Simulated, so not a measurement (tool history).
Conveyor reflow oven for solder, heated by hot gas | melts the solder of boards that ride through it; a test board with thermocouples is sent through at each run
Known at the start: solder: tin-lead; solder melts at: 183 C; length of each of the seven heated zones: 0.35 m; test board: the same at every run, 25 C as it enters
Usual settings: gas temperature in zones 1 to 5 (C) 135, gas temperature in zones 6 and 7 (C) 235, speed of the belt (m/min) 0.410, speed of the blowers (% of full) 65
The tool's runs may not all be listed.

run,day,gas temperature in zones 1 to 5 (C),gas temperature in zones 6 and 7 (C),speed of the belt (m/min),speed of the blowers (% of full),highest temperature of the board (C),time above the solder's melting point (s)
1,0.000,135,235,0.410,65,221.51,80.9
2,0.658,135,235,0.410,65,221.62,81.1
3,1.112,135,239,0.410,65,225.04,84.0
4,1.708,135,241,0.410,65,226.98,85.5
5,2.067,135,235,0.410,65,221.41,81.0
6,2.433,135,225,0.410,65,212.50,72.0
7,3.058,135,235,0.410,64,221.06,80.7
8,3.583,135,235,0.410,64,221.04,80.5
9,4.017,135,235,0.410,66,221.61,81.2
10,4.571,135,235,0.410,66,221.65,81.3
11,5.171,135,235,0.410,66,221.73,81.1
12,5.679,135,235,0.399,65,222.01,84.0
13,5.996,135,235,0.399,65,222.13,84.1
14,6.350,135,235,0.399,65,222.06,83.8
15,6.850,135,235,0.399,65,222.00,83.9
16,7.321,135,235,0.399,65,222.15,84.0
17,7.650,146,242,0.410,65,229.16,92.1
18,8.221,146,242,0.410,65,229.32,92.1
19,8.571,137,235,0.410,86,225.91,86.7
20,8.883,135,235,0.465,73,219.61,69.3
21,9.204,135,235,0.465,73,219.43,69.4
22,9.867,135,225,0.335,65,216.96,96.6
23,10.254,135,225,0.335,54,214.49,92.2
24,10.862,135,225,0.335,54,214.40,92.4
25,11.471,135,233,0.334,54,221.86,101.0
26,11.950,135,232,0.410,65,218.55,78.3
27,12.321,148,235,0.410,65,222.91,88.6
28,12.792,130,241,0.351,66,230.73,101.8
29,13.367,141,231,0.378,84,223.65,94.7
30,13.675,135,233,0.374,78,224.35,93.0
31,14.029,135,233,0.374,79,224.59,93.3

Measured less the same run without the tool's hidden state. The same run-to-run variation is in both; the gauge's scatter may not be:
The hidden state here: heat that the gas passes to the board, % of a clean oven's; belt's true speed, % of the reading; true gas temperature in zones 6 and 7 over the reading, C; drift of the gauge itself on peak_c, C; drift of the gauge itself on liquid_s, %.
run,highest temperature of the board (C)
1,-0.18
2,-0.20
3,-0.22
4,-0.23
5,-0.25
6,-0.26
7,-0.27
8,-0.28
9,-0.31
10,-0.32
11,-0.35
12,-0.36
13,-0.36
14,-0.38
15,-0.40
16,-0.41
17,-0.41
18,-0.43
19,-0.51
20,-0.56
21,-0.58
22,-0.40
23,-0.35
24,-0.35
25,-0.38
26,-0.55
27,-0.51
28,-0.53
29,-0.56
30,-0.60
31,-0.62
time above the solder's melting point (s): within 0.3 of the measured result in every run.

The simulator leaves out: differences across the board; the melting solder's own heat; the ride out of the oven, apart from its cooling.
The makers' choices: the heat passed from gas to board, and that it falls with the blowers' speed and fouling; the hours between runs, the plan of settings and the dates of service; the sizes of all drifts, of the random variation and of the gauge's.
